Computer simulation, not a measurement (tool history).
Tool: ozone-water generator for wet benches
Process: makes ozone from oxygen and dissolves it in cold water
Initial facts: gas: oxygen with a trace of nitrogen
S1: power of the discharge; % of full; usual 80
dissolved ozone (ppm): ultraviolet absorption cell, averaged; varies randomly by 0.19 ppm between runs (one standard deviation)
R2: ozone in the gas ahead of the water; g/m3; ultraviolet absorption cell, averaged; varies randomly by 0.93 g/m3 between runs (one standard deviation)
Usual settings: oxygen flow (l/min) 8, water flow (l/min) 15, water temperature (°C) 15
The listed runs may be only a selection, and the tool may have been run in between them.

{"run": 1, "hour": 0.0, "S1": 80, "oxygen flow (l/min)": 8, "water flow (l/min)": 15, "water temperature (°C)": 15, "dissolved ozone (ppm)": 25.7, "R2": 152.4}
{"run": 2, "hour": 82.2, "S1": 80, "oxygen flow (l/min)": 8, "water flow (l/min)": 15, "water temperature (°C)": 15, "dissolved ozone (ppm)": 25.5, "R2": 153.6}
{"run": 3, "hour": 134.0, "S1": 80, "oxygen flow (l/min)": 8, "water flow (l/min)": 15, "water temperature (°C)": 15, "dissolved ozone (ppm)": 25.8, "R2": 150.4}
{"run": 4, "hour": 212.2, "S1": 80, "oxygen flow (l/min)": 8, "water flow (l/min)": 15, "water temperature (°C)": 15, "dissolved ozone (ppm)": 25.2, "R2": 152.3}
{"run": 5, "hour": 275.1, "S1": 80, "oxygen flow (l/min)": 8, "water flow (l/min)": 15, "water temperature (°C)": 15, "dissolved ozone (ppm)": 25.2, "R2": 152.4}
{"run": 6, "hour": 339.9, "S1": 80, "oxygen flow (l/min)": 8, "water flow (l/min)": 15, "water temperature (°C)": 15, "dissolved ozone (ppm)": 25.3, "R2": 151.5}
{"run": 7, "hour": 398.3, "S1": 80, "oxygen flow (l/min)": 8, "water flow (l/min)": 15, "water temperature (°C)": 15, "dissolved ozone (ppm)": 24.9, "R2": 151.7}
{"run": 8, "hour": 448.8, "S1": 80, "oxygen flow (l/min)": 8, "water flow (l/min)": 15, "water temperature (°C)": 15, "dissolved ozone (ppm)": 25.1, "R2": 150}
{"run": 9, "hour": 522.7, "S1": 80, "oxygen flow (l/min)": 8, "water flow (l/min)": 15, "water temperature (°C)": 15, "dissolved ozone (ppm)": 24.8, "R2": 150}
{"run": 10, "hour": 587.6, "S1": 80, "oxygen flow (l/min)": 8, "water flow (l/min)": 15, "water temperature (°C)": 10, "dissolved ozone (ppm)": 27.4, "R2": 149.9}
{"run": 11, "hour": 629.3, "S1": 80, "oxygen flow (l/min)": 8, "water flow (l/min)": 15, "water temperature (°C)": 15, "dissolved ozone (ppm)": 24.8, "R2": 148.2}
{"run": 12, "hour": 668.0, "S1": 80, "oxygen flow (l/min)": 8, "water flow (l/min)": 15, "water temperature (°C)": 15, "dissolved ozone (ppm)": 24.7, "R2": 149.6}
{"run": 13, "hour": 707.2, "S1": 80, "oxygen flow (l/min)": 8, "water flow (l/min)": 15, "water temperature (°C)": 15, "dissolved ozone (ppm)": 24.9, "R2": 149.8}
{"run": 14, "hour": 792.3, "S1": 80, "oxygen flow (l/min)": 8, "water flow (l/min)": 15, "water temperature (°C)": 15, "dissolved ozone (ppm)": 24.7, "R2": 150.6}
{"run": 15, "hour": 855.5, "S1": 80, "oxygen flow (l/min)": 7.85, "water flow (l/min)": 15, "water temperature (°C)": 15, "dissolved ozone (ppm)": 24.6, "R2": 148.7}
{"run": 16, "hour": 917.4, "S1": 80, "oxygen flow (l/min)": 7.85, "water flow (l/min)": 15, "water temperature (°C)": 15, "dissolved ozone (ppm)": 24.5, "R2": 151}
{"run": 17, "hour": 1004.8, "S1": 80, "oxygen flow (l/min)": 7.85, "water flow (l/min)": 15, "water temperature (°C)": 15, "dissolved ozone (ppm)": 24.7, "R2": 148.7}
{"run": 18, "hour": 1061.7, "S1": 63, "oxygen flow (l/min)": 11.01, "water flow (l/min)": 12, "water temperature (°C)": 9, "dissolved ozone (ppm)": 25.9, "R2": 107.9}
{"run": 19, "hour": 1118.3, "S1": 68, "oxygen flow (l/min)": 5.79, "water flow (l/min)": 15, "water temperature (°C)": 19, "dissolved ozone (ppm)": 20, "R2": 151.8}
{"run": 20, "hour": 1167.6, "S1": 68, "oxygen flow (l/min)": 5.79, "water flow (l/min)": 15, "water temperature (°C)": 19, "dissolved ozone (ppm)": 20.1, "R2": 150.6}
{"run": 21, "hour": 1216.2, "S1": 68, "oxygen flow (l/min)": 5.79, "water flow (l/min)": 15, "water temperature (°C)": 19, "dissolved ozone (ppm)": 19.7, "R2": 150}
{"run": 22, "hour": 1304.6, "S1": 68, "oxygen flow (l/min)": 5.79, "water flow (l/min)": 15, "water temperature (°C)": 19, "dissolved ozone (ppm)": 19.6, "R2": 149.7}
{"run": 23, "hour": 1385.8, "S1": 83, "oxygen flow (l/min)": 8, "water flow (l/min)": 13, "water temperature (°C)": 7, "dissolved ozone (ppm)": 31.4, "R2": 151.7}
{"run": 24, "hour": 1472.2, "S1": 80, "oxygen flow (l/min)": 10.09, "water flow (l/min)": 21, "water temperature (°C)": 9, "dissolved ozone (ppm)": 20.5, "R2": 132.8}
{"run": 25, "hour": 1523.4, "S1": 80, "oxygen flow (l/min)": 10.09, "water flow (l/min)": 21, "water temperature (°C)": 9, "dissolved ozone (ppm)": 20.7, "R2": 132.3}
{"run": 26, "hour": 1605.3, "S1": 57, "oxygen flow (l/min)": 8, "water flow (l/min)": 15, "water temperature (°C)": 9, "dissolved ozone (ppm)": 20.8, "R2": 116.2}
{"run": 27, "hour": 1666.9, "S1": 47, "oxygen flow (l/min)": 4.58, "water flow (l/min)": 15, "water temperature (°C)": 7, "dissolved ozone (ppm)": 17.5, "R2": 127.5}
{"run": 28, "hour": 1748.4, "S1": 47, "oxygen flow (l/min)": 4.58, "water flow (l/min)": 15, "water temperature (°C)": 7, "dissolved ozone (ppm)": 17.7, "R2": 128.2}
{"run": 29, "hour": 1839.2, "S1": 73, "oxygen flow (l/min)": 14.02, "water flow (l/min)": 12, "water temperature (°C)": 15, "dissolved ozone (ppm)": 23, "R2": 105.6}
{"run": 30, "hour": 1894.1, "S1": 73, "oxygen flow (l/min)": 14.02, "water flow (l/min)": 12, "water temperature (°C)": 15, "dissolved ozone (ppm)": 23.2, "R2": 105.9}
{"run": 31, "hour": 1968.4, "S1": 44, "oxygen flow (l/min)": 7.33, "water flow (l/min)": 19, "water temperature (°C)": 8, "dissolved ozone (ppm)": 14.2, "R2": 99.1}
{"run": 32, "hour": 2021.9, "S1": 44, "oxygen flow (l/min)": 7.33, "water flow (l/min)": 19, "water temperature (°C)": 8, "dissolved ozone (ppm)": 14.1, "R2": 99.1}
{"run": 33, "hour": 2115.3, "S1": 44, "oxygen flow (l/min)": 7.33, "water flow (l/min)": 19, "water temperature (°C)": 8, "dissolved ozone (ppm)": 13.9, "R2": 98.1}
{"hour": 2190.3, "done": "contactor cleaned"}
{"run": 34, "hour": 2210.0, "S1": 44, "oxygen flow (l/min)": 7.33, "water flow (l/min)": 19, "water temperature (°C)": 8, "dissolved ozone (ppm)": 15.8, "R2": 97.9}

Each row is a separate what-if for the run after 34, all from the same tool condition, not one after another. Results?
{"run": "A", "hour": 2270.7, "S1": 44, "oxygen flow (l/min)": 7.33, "water flow (l/min)": 23, "water temperature (°C)": 13, "dissolved ozone (ppm)": "?", "R2": "?"}
{"run": "B", "hour": 2270.7, "S1": 44, "oxygen flow (l/min)": 12.81, "water flow (l/min)": 19, "water temperature (°C)": 12, "dissolved ozone (ppm)": "?", "R2": "?"}
{"run": "C", "hour": 2270.7, "S1": 80, "oxygen flow (l/min)": 8, "water flow (l/min)": 10, "water temperature (°C)": 15, "dissolved ozone (ppm)": "?", "R2": "?"}

run=A dissolved_ozone_(ppm)=12.2 R2=98
run=B dissolved_ozone_(ppm)=14.6 R2=77.1
run=C dissolved_ozone_(ppm)=31.2 R2=144.8
What these runs would have given with no unlogged condition in the tool:
run=A dissolved_ozone_(ppm)=13.1 R2=103.5
run=B dissolved_ozone_(ppm)=15.7 R2=81.4
run=C dissolved_ozone_(ppm)=34.8 R2=158.5

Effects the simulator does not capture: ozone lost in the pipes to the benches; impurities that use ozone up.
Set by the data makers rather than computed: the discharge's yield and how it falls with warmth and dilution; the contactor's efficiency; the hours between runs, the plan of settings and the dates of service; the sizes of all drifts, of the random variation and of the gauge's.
